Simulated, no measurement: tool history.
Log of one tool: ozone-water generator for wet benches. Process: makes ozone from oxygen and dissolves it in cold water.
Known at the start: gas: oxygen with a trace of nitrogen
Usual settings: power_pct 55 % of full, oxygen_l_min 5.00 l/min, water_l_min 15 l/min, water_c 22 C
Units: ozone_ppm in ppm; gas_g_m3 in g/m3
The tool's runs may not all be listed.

{"run": 1, "hour": 0.0, "power_pct": 55, "oxygen_l_min": 5.0, "water_l_min": 15, "water_c": 22, "ozone_ppm": 15.7, "gas_g_m3": 141.4}
{"run": 2, "hour": 56.6, "power_pct": 41, "oxygen_l_min": 5.0, "water_l_min": 15, "water_c": 22, "ozone_ppm": 12.3, "gas_g_m3": 113.2}
{"run": 3, "hour": 87.5, "power_pct": 41, "oxygen_l_min": 5.0, "water_l_min": 15, "water_c": 22, "ozone_ppm": 12.3, "gas_g_m3": 112.9}
{"run": 4, "hour": 122.6, "power_pct": 41, "oxygen_l_min": 5.0, "water_l_min": 15, "water_c": 22, "ozone_ppm": 12.3, "gas_g_m3": 113.1}
{"run": 5, "hour": 168.4, "power_pct": 41, "oxygen_l_min": 5.0, "water_l_min": 15, "water_c": 22, "ozone_ppm": 12.4, "gas_g_m3": 111.6}
{"run": 6, "hour": 221.2, "power_pct": 41, "oxygen_l_min": 5.0, "water_l_min": 15, "water_c": 22, "ozone_ppm": 12.3, "gas_g_m3": 111.7}
{"run": 7, "hour": 274.0, "power_pct": 41, "oxygen_l_min": 5.0, "water_l_min": 15, "water_c": 22, "ozone_ppm": 12.1, "gas_g_m3": 111.6}
{"run": 8, "hour": 325.1, "power_pct": 41, "oxygen_l_min": 5.0, "water_l_min": 15, "water_c": 22, "ozone_ppm": 12.2, "gas_g_m3": 112.2}
{"run": 9, "hour": 374.1, "power_pct": 41, "oxygen_l_min": 5.0, "water_l_min": 15, "water_c": 22, "ozone_ppm": 12.3, "gas_g_m3": 111.9}
{"run": 10, "hour": 404.5, "power_pct": 41, "oxygen_l_min": 5.0, "water_l_min": 15, "water_c": 15, "ozone_ppm": 13.8, "gas_g_m3": 111.5}
{"run": 11, "hour": 429.0, "power_pct": 55, "oxygen_l_min": 5.0, "water_l_min": 15, "water_c": 17, "ozone_ppm": 16.6, "gas_g_m3": 141.3}
{"run": 12, "hour": 461.1, "power_pct": 55, "oxygen_l_min": 5.0, "water_l_min": 15, "water_c": 17, "ozone_ppm": 16.7, "gas_g_m3": 140.6}
{"run": 13, "hour": 494.7, "power_pct": 55, "oxygen_l_min": 5.0, "water_l_min": 15, "water_c": 22, "ozone_ppm": 15.5, "gas_g_m3": 139.7}
{"run": 14, "hour": 547.5, "power_pct": 55, "oxygen_l_min": 5.0, "water_l_min": 15, "water_c": 22, "ozone_ppm": 15.3, "gas_g_m3": 140.7}
{"run": 15, "hour": 573.3, "power_pct": 55, "oxygen_l_min": 5.6, "water_l_min": 15, "water_c": 22, "ozone_ppm": 15.3, "gas_g_m3": 133.2}
{"run": 16, "hour": 604.2, "power_pct": 55, "oxygen_l_min": 5.6, "water_l_min": 15, "water_c": 22, "ozone_ppm": 15.1, "gas_g_m3": 134.2}
{"run": 17, "hour": 647.9, "power_pct": 42, "oxygen_l_min": 5.6, "water_l_min": 15, "water_c": 25, "ozone_ppm": 11.6, "gas_g_m3": 108.9}
{"run": 18, "hour": 702.9, "power_pct": 42, "oxygen_l_min": 5.6, "water_l_min": 15, "water_c": 25, "ozone_ppm": 11.8, "gas_g_m3": 110.2}
{"run": 19, "hour": 745.2, "power_pct": 47, "oxygen_l_min": 3.06, "water_l_min": 15, "water_c": 21, "ozone_ppm": 13.1, "gas_g_m3": 149.9}
{"run": 20, "hour": 775.2, "power_pct": 46, "oxygen_l_min": 3.01, "water_l_min": 16, "water_c": 22, "ozone_ppm": 11.9, "gas_g_m3": 151.0}
{"run": 21, "hour": 825.9, "power_pct": 44, "oxygen_l_min": 4.16, "water_l_min": 23, "water_c": 21, "ozone_ppm": 8.8, "gas_g_m3": 127.4}
{"run": 22, "hour": 876.1, "power_pct": 75, "oxygen_l_min": 6.52, "water_l_min": 15, "water_c": 22, "ozone_ppm": 19.2, "gas_g_m3": 157.8}
{"run": 23, "hour": 928.7, "power_pct": 55, "oxygen_l_min": 5.78, "water_l_min": 21, "water_c": 26, "ozone_ppm": 11.0, "gas_g_m3": 131.4}
{"run": 24, "hour": 953.6, "power_pct": 55, "oxygen_l_min": 5.78, "water_l_min": 21, "water_c": 26, "ozone_ppm": 11.0, "gas_g_m3": 129.2}
{"run": 25, "hour": 1006.9, "power_pct": 71, "oxygen_l_min": 5.78, "water_l_min": 21, "water_c": 15, "ozone_ppm": 15.8, "gas_g_m3": 157.7}
{"run": 26, "hour": 1057.1, "power_pct": 55, "oxygen_l_min": 3.59, "water_l_min": 15, "water_c": 16, "ozone_ppm": 15.9, "gas_g_m3": 160.6}
{"run": 27, "hour": 1087.8, "power_pct": 55, "oxygen_l_min": 3.59, "water_l_min": 15, "water_c": 16, "ozone_ppm": 15.9, "gas_g_m3": 156.6}
{"run": 28, "hour": 1143.7, "power_pct": 51, "oxygen_l_min": 2.67, "water_l_min": 15, "water_c": 22, "ozone_ppm": 13.3, "gas_g_m3": 169.9}
{"run": 29, "hour": 1175.6, "power_pct": 51, "oxygen_l_min": 2.67, "water_l_min": 15, "water_c": 22, "ozone_ppm": 13.2, "gas_g_m3": 167.1}
{"run": 30, "hour": 1231.1, "power_pct": 51, "oxygen_l_min": 2.67, "water_l_min": 15, "water_c": 22, "ozone_ppm": 13.0, "gas_g_m3": 169.4}
{"run": 31, "hour": 1273.0, "power_pct": 51, "oxygen_l_min": 3.56, "water_l_min": 16, "water_c": 28, "ozone_ppm": 12.0, "gas_g_m3": 149.6}
{"run": 32, "hour": 1313.2, "power_pct": 51, "oxygen_l_min": 3.56, "water_l_min": 16, "water_c": 28, "ozone_ppm": 11.9, "gas_g_m3": 149.1}

4 ways to go on from here, each from the tool as it stands after run 32. What would each give?
{"run": "A", "hour": 1366.4, "power_pct": 66, "oxygen_l_min": 5.0, "water_l_min": 15, "water_c": 22, "ozone_ppm": "?", "gas_g_m3": "?"}
{"run": "B", "hour": 1366.4, "power_pct": 68, "oxygen_l_min": 3.56, "water_l_min": 15, "water_c": 28, "ozone_ppm": "?", "gas_g_m3": "?"}
{"run": "C", "hour": 1366.4, "power_pct": 51, "oxygen_l_min": 3.56, "water_l_min": 16, "water_c": 21, "ozone_ppm": "?", "gas_g_m3": "?"}
{"run": "D", "hour": 1366.4, "power_pct": 51, "oxygen_l_min": 6.54, "water_l_min": 16, "water_c": 28, "ozone_ppm": "?", "gas_g_m3": "?"}

run=A ozone_ppm=17.0 gas_g_m3=158.9
run=B ozone_ppm=15.5 gas_g_m3=184.5
run=C ozone_ppm=13.2 gas_g_m3=148.2
run=D ozone_ppm=12.0 gas_g_m3=116.7
Without the tool's hidden state the same runs would have given:
run=A ozone_ppm=18.3 gas_g_m3=167.2
run=B ozone_ppm=16.7 gas_g_m3=194.5
run=C ozone_ppm=14.0 gas_g_m3=154.4
run=D ozone_ppm=12.8 gas_g_m3=121.5

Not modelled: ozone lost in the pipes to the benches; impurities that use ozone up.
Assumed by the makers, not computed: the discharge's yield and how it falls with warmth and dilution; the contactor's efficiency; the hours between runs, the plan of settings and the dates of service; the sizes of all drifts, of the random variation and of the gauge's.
